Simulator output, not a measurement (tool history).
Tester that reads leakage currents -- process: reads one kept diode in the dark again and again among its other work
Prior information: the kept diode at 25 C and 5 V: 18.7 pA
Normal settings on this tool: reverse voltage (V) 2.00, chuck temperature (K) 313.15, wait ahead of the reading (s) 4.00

| run | hour | reverse voltage (V) | chuck temperature (K) | wait ahead of the reading (s) | current that the tester gives (pA) |
|---|---|---|---|---|---|
| 1 | 0.0 | 2.00 | 313.15 | 4.00 | 46.39 |
| 2 | 74.9 | 2.00 | 313.15 | 4.00 | 46.41 |
|  | 126.8 | chuck's temperature calibrated |
| 3 | 204.3 | 2.00 | 313.15 | 4.00 | 43.60 |
|  | 232.6 | probe card cleaned and baked |
| 4 | 327.6 | 2.00 | 313.15 | 4.00 | 42.46 |
| 5 | 432.3 | 2.00 | 318.15 | 4.00 | 63.97 |
| 6 | 531.3 | 2.00 | 318.15 | 4.00 | 64.14 |
| 7 | 672.4 | 2.00 | 318.15 | 4.00 | 64.44 |
| 8 | 743.2 | 2.00 | 318.15 | 4.00 | 64.92 |
| 9 | 868.7 | 2.00 | 307.15 | 4.00 | 27.41 |
| 10 | 1024.2 | 2.00 | 307.15 | 4.00 | 27.65 |
| 11 | 1162.7 | 2.00 | 313.15 | 4.00 | 45.29 |
|  | 1229.8 | chuck's temperature calibrated |
| 12 | 1255.8 | 2.00 | 313.15 | 4.00 | 42.55 |
| 13 | 1416.1 | 2.00 | 313.15 | 4.00 | 43.15 |
| 14 | 1577.6 | 2.00 | 313.15 | 4.00 | 43.50 |
| 15 | 1739.5 | 2.00 | 313.15 | 4.00 | 44.14 |
| 16 | 1874.5 | 2.00 | 313.15 | 4.00 | 44.63 |
| 17 | 1988.7 | 2.00 | 313.15 | 4.00 | 44.69 |
| 18 | 2147.4 | 2.00 | 313.15 | 4.00 | 45.49 |
| 19 | 2221.3 | 2.00 | 313.15 | 4.00 | 45.35 |
|  | 2339.8 | chuck's temperature calibrated |
| 20 | 2378.6 | 14.68 | 301.15 | 4.00 | 50.73 |
| 21 | 2489.4 | 1.26 | 307.15 | 8.54 | 21.23 |
| 22 | 2571.4 | 15.92 | 294.15 | 4.00 | 33.76 |
| 23 | 2737.8 | 3.70 | 294.15 | 4.00 | 13.86 |
| 24 | 2878.8 | 3.70 | 294.15 | 4.00 | 14.22 |
| 25 | 2995.1 | 2.00 | 305.15 | 5.55 | 24.05 |
| 26 | 3090.7 | 2.14 | 298.15 | 0.78 | 15.24 |
| 27 | 3163.3 | 2.14 | 298.15 | 0.78 | 15.30 |
| 28 | 3310.1 | 2.14 | 298.15 | 0.78 | 15.35 |
| 29 | 3428.6 | 5.43 | 298.15 | 0.74 | 27.62 |
|  | 3446.2 | chuck's temperature calibrated |
| 30 | 3578.4 | 2.00 | 299.15 | 0.35 | 16.65 |
| 31 | 3726.3 | 10.29 | 313.15 | 1.59 | 108.24 |
| 32 | 3829.1 | 1.14 | 320.15 | 4.81 | 56.68 |
| 33 | 3937.6 | 2.00 | 309.15 | 0.71 | 33.83 |
| 34 | 4064.6 | 2.00 | 309.15 | 0.71 | 34.41 |
|  | 4130.6 | probe card cleaned and baked |
| 35 | 4150.9 | 1.27 | 325.15 | 0.64 | 88.92 |
| 36 | 4309.3 | 10.34 | 325.15 | 4.37 | 259.74 |
| 37 | 4422.3 | 2.73 | 329.15 | 1.55 | 178.19 |
|  | 4553.5 | chuck's temperature calibrated |
| 38 | 4587.0 | 2.73 | 329.15 | 1.55 | 169.41 |

For some of the steps in current that the tester gives (pA) from one run to the next: how much would appear even if the tool had no hidden state, given the settings, what came in and random variation, and how much remains for the hidden state plus any gauge scatter that the measured result and the result without hidden state don't share?
The hidden state here: stray current of the dirty probe card, pA a volt; current scale over the true one, %; true chuck temperature over the reading, C; drift of the gauge itself on leakage_pa, %.
Run 30 -> 31: reverse voltage (V) 2.00 -> 10.29, chuck temperature (K) 299.15 -> 313.15, wait ahead of the reading (s) 0.35 -> 1.59. current that the tester gives (pA) +91.59: hidden state +8.69, all else +82.90.
Run 35 -> 36: reverse voltage (V) 1.27 -> 10.34, wait ahead of the reading (s) 0.64 -> 4.37. current that the tester gives (pA) +170.82: hidden state +11.74, all else +159.08.
Run 36 -> 37: reverse voltage (V) 10.34 -> 2.73, chuck temperature (K) 325.15 -> 329.15, wait ahead of the reading (s) 4.37 -> 1.55. current that the tester gives (pA) -81.55: hidden state -4.41, all else -77.14.
Run 37 -> 38: chuck's temperature calibrated. current that the tester gives (pA) -8.78: hidden state -8.49, all else -0.29.

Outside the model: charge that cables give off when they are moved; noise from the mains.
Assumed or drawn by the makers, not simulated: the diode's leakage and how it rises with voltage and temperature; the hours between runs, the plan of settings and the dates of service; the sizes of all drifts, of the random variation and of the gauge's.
